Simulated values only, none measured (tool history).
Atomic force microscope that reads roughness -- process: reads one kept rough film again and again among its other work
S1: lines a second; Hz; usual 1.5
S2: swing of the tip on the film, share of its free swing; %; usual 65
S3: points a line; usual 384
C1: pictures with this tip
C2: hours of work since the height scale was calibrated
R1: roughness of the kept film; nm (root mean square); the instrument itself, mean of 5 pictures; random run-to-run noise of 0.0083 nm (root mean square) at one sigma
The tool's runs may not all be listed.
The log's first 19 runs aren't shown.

run    hour    S1  S2   S3   C1   C2     R1
 20  1074.3  0.53  76  384  248   57  1.665
 21  1137.3  0.53  76  384  339  100  1.642
     1153.9  -- new tip fitted
 22    1171  2.08  76  384   24  123  1.658
 23  1214.2  2.08  63  894   87  152  1.761
 24  1256.1  2.08  63  894  147  181  1.718
 25  1329.7   1.5  86  713  254  231  1.537
 26  1395.4   1.5  86  713  349  276  1.469
     1401.8  -- new tip fitted
 27  1465.9  0.71  64  265   93  324  1.756
 28  1514.3  0.71  64  265  163  358  1.699
 29  1573.5  1.84  65  384  248  398  1.631
 30  1616.2  1.84  65  384  310  427  1.589
       1654  -- new tip fitted
 31  1679.5  0.58  65  283   37  470  1.812
 32  1748.4  0.58  64  278  137  518  1.751
 33    1819  0.58  64  278  239  566  1.686
 34  1855.8  1.37  65  500  292  591  1.653
     1904.3  -- new tip fitted
 35  1904.3  1.37  65  500    0  624  1.825

Branching from run 35: 4 alternative next runs. What would each branch give?
  A  1967.6  1.37  65  796  92  668   ?
  B  1967.6  1.51  64  384  92  668   ?
  C  1967.6  0.58  67  897  92  668   ?
  D  1967.6  1.31  71  420  92  668   ?

run     R1
  A  1.776
  B  1.751
  C  1.805
  D   1.72
With no hidden state in the tool, these same runs would have given:
run     R1
  A  1.847
  B   1.82
  C  1.877
  D  1.789

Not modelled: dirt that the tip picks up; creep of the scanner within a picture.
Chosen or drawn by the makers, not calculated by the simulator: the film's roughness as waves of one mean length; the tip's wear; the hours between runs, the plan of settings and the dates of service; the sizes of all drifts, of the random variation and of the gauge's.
